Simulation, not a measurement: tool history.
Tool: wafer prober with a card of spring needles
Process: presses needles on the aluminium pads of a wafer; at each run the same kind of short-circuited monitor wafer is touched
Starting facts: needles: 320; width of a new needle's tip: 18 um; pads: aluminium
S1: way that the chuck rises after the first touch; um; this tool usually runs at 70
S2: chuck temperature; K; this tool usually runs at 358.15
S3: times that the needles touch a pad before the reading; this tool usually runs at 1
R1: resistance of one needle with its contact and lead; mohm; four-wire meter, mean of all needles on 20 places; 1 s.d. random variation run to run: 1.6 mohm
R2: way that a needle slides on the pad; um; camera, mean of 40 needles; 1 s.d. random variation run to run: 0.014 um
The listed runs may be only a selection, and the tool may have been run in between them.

run	day	S1	S2	S3	R1	R2
1	0.000	70	358.15	1	226	16.30
# day 0.442: tips cleaned on abrasive film
# day 1.154: tips cleaned on abrasive film
2	1.262	70	358.15	1	187	16.26
# day 1.904: tips cleaned on abrasive film
3	2.242	70	358.15	1	226	16.28
# day 2.721: tips cleaned on abrasive film
# day 3.392: tips cleaned on abrasive film
4	3.871	70	350.15	1	243	16.25
# day 4.154: tips cleaned on abrasive film
# day 4.875: tips cleaned on abrasive film
# day 5.583: tips cleaned on abrasive film
5	5.767	70	358.15	3	176	16.22
# day 6.304: tips cleaned on abrasive film
# day 7.000: tips cleaned on abrasive film
6	7.054	70	358.15	3	172	16.20
# day 7.396: height of the first contact set anew
# day 7.829: tips cleaned on abrasive film
7	8.042	70	358.15	3	184	16.32
# day 8.608: tips cleaned on abrasive film
# day 9.325: tips cleaned on abrasive film
# day 10.008: tips cleaned on abrasive film
8	10.008	70	358.15	1	171	16.30
# day 10.712: tips cleaned on abrasive film
# day 11.471: tips cleaned on abrasive film
# day 12.175: tips cleaned on abrasive film
9	12.175	70	358.15	1	168	16.24
# day 12.892: tips cleaned on abrasive film
# day 13.675: tips cleaned on abrasive film
10	14.104	70	358.15	1	234	16.25
# day 14.479: tips cleaned on abrasive film
# day 15.288: tips cleaned on abrasive film
11	15.308	70	364.15	1	178	16.22

Forecast run 12:
# day 16.112: tips cleaned on abrasive film
# day 16.929: tips cleaned on abrasive film
12	17.233	70	364.15	1	?	?

R1: 224 mohm
R2: 16.19 um
If the tool had no hidden condition, the same run with the same run-to-run variation would have returned R1 164 mohm, R2 16.34 um.
